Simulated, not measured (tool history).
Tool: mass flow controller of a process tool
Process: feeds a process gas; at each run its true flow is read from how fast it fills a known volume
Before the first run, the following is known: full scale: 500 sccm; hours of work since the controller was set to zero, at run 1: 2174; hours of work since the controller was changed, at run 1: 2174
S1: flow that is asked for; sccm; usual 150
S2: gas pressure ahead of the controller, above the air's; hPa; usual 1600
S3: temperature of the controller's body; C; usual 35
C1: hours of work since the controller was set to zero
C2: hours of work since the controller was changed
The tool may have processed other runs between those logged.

{"run": 1, "hour": 0.0, "S1": 150, "S2": 1600, "S3": 35, "C1": 2174, "C2": 2174, "true flow (%)": 98.13}
{"run": 2, "hour": 205.5, "S1": 150, "S2": 1600, "S3": 35, "C1": 2259, "C2": 2259, "true flow (%)": 98.05}
{"run": 3, "hour": 418.7, "S1": 150, "S2": 1620, "S3": 35, "C1": 2347, "C2": 2347, "true flow (%)": 98.16}
{"run": 4, "hour": 530.9, "S1": 150, "S2": 1600, "S3": 35, "C1": 2394, "C2": 2394, "true flow (%)": 98}
{"run": 5, "hour": 721.6, "S1": 150, "S2": 1600, "S3": 35, "C1": 2473, "C2": 2473, "true flow (%)": 98}
{"run": 6, "hour": 853.6, "S1": 150, "S2": 1600, "S3": 35, "C1": 2527, "C2": 2527, "true flow (%)": 97.89}
{"run": 7, "hour": 982.7, "S1": 150, "S2": 1600, "S3": 35, "C1": 2581, "C2": 2581, "true flow (%)": 97.81}
{"run": 8, "hour": 1096.1, "S1": 150, "S2": 2690, "S3": 35, "C1": 2628, "C2": 2628, "true flow (%)": 97.96}
{"run": 9, "hour": 1285.6, "S1": 150, "S2": 2690, "S3": 35, "C1": 2706, "C2": 2706, "true flow (%)": 98.15}
{"run": 10, "hour": 1390.3, "S1": 150, "S2": 2690, "S3": 35, "C1": 2749, "C2": 2749, "true flow (%)": 98.01}
{"run": 11, "hour": 1486.5, "S1": 61, "S2": 2690, "S3": 22, "C1": 2789, "C2": 2789, "true flow (%)": 96.43}
{"run": 12, "hour": 1646.0, "S1": 120, "S2": 1460, "S3": 25, "C1": 2855, "C2": 2855, "true flow (%)": 97.03}
{"run": 13, "hour": 1815.0, "S1": 354, "S2": 2590, "S3": 39, "C1": 2925, "C2": 2925, "true flow (%)": 98.63}
{"run": 14, "hour": 1968.5, "S1": 354, "S2": 2590, "S3": 39, "C1": 2989, "C2": 2989, "true flow (%)": 98.72}
{"run": 15, "hour": 2089.1, "S1": 354, "S2": 2200, "S3": 21, "C1": 3038, "C2": 3038, "true flow (%)": 97.88}
{"run": 16, "hour": 2266.6, "S1": 354, "S2": 2200, "S3": 21, "C1": 3112, "C2": 3112, "true flow (%)": 97.85}
{"run": 17, "hour": 2408.6, "S1": 128, "S2": 2690, "S3": 40, "C1": 3171, "C2": 3171, "true flow (%)": 97.73}
{"run": 18, "hour": 2579.6, "S1": 150, "S2": 1740, "S3": 27, "C1": 3241, "C2": 3241, "true flow (%)": 97.32}
{"run": 19, "hour": 2701.6, "S1": 150, "S2": 2270, "S3": 24, "C1": 3292, "C2": 3292, "true flow (%)": 97.16}

Consider 4 possible next runs. They are alternatives, not a sequence: every one starts from the tool as it was left by run 19. What does each give?
{"run": "A", "hour": 2834.6, "S1": 150, "S2": 2270, "S3": 28, "C1": 3347, "C2": 3347, "true flow (%)": "?"}
{"run": "B", "hour": 2834.6, "S1": 406, "S2": 1600, "S3": 22, "C1": 3347, "C2": 3347, "true flow (%)": "?"}
{"run": "C", "hour": 2834.6, "S1": 150, "S2": 2550, "S3": 26, "C1": 3347, "C2": 3347, "true flow (%)": "?"}
{"run": "D", "hour": 2834.6, "S1": 150, "S2": 1880, "S3": 35, "C1": 3347, "C2": 3347, "true flow (%)": "?"}

run=A true_flow_(%)=97.29
run=B true_flow_(%)=97.68
run=C true_flow_(%)=97.18
run=D true_flow_(%)=97.38
Stripped of hidden state, with their random variation kept, the same runs would have yielded:
run=A true_flow_(%)=99.59
run=B true_flow_(%)=99.57
run=C true_flow_(%)=99.49
run=D true_flow_(%)=99.68
